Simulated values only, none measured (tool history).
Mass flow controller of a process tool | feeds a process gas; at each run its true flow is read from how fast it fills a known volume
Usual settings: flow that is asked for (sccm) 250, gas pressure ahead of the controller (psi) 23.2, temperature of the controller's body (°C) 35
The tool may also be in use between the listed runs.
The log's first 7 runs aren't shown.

run    hour  flow that is asked for (sccm)  gas pressure ahead of the controller (psi)  temperature of the controller's body (°C)  hours of work since the controller was set to zero  hours of work since the controller was changed  true flow (%)
  8  2438.8                            250                                        23.2                                         35                                                4446                                            4446          99.25
  9  2735.8                            250                                        28.9                                         35                                                4621                                            4621          98.94
 10  3152.5                            250                                        28.9                                         35                                                4866                                            4866          98.90
 11  3415.0                            250                                        28.9                                         24                                                5021                                            5021          98.30
 12  3727.8                            250                                        23.2                                         35                                                5205                                            5205          99.15
 13  4086.6                             52                                        23.2                                         35                                                5416                                            5416          97.74
 14  4419.0                            250                                        23.2                                         35                                                5612                                            5612          99.18
 15  4726.1                            250                                        23.2                                         35                                                5792                                            5792          99.08
 16  5271.3                            250                                        23.2                                         35                                                6113                                            6113          99.18
     5513.5  -- controller exchanged for a calibrated one
 17  5591.9                            250                                        23.2                                         35                                                  46                                              46          99.02
 18  6040.1                            250                                        38.3                                         31                                                 310                                             310          98.34
 19  6575.3                            250                                        38.3                                         31                                                 625                                             625          98.30
 20  6987.0                            142                                        23.2                                         23                                                 867                                             867          97.64
 21  7483.7                            307                                        23.2                                         35                                                1159                                            1159          99.59
 22  8045.0                            307                                        23.2                                         35                                                1490                                            1490          99.46
 23  8326.7                             61                                        29.9                                         35                                                1656                                            1656          97.56
 24  8567.2                            250                                        39.7                                         37                                                1797                                            1797          98.70
 25  9049.0                            250                                        39.7                                         37                                                2081                                            2081          98.80

The next listed run, before its measurement:
 26  9538.9                            250                                        39.7                                         37                                                2369                                            2369              ?

Run 26 gave true flow (%) 98.70.
Without the tool's hidden state the same run would have given true flow (%) 98.69.

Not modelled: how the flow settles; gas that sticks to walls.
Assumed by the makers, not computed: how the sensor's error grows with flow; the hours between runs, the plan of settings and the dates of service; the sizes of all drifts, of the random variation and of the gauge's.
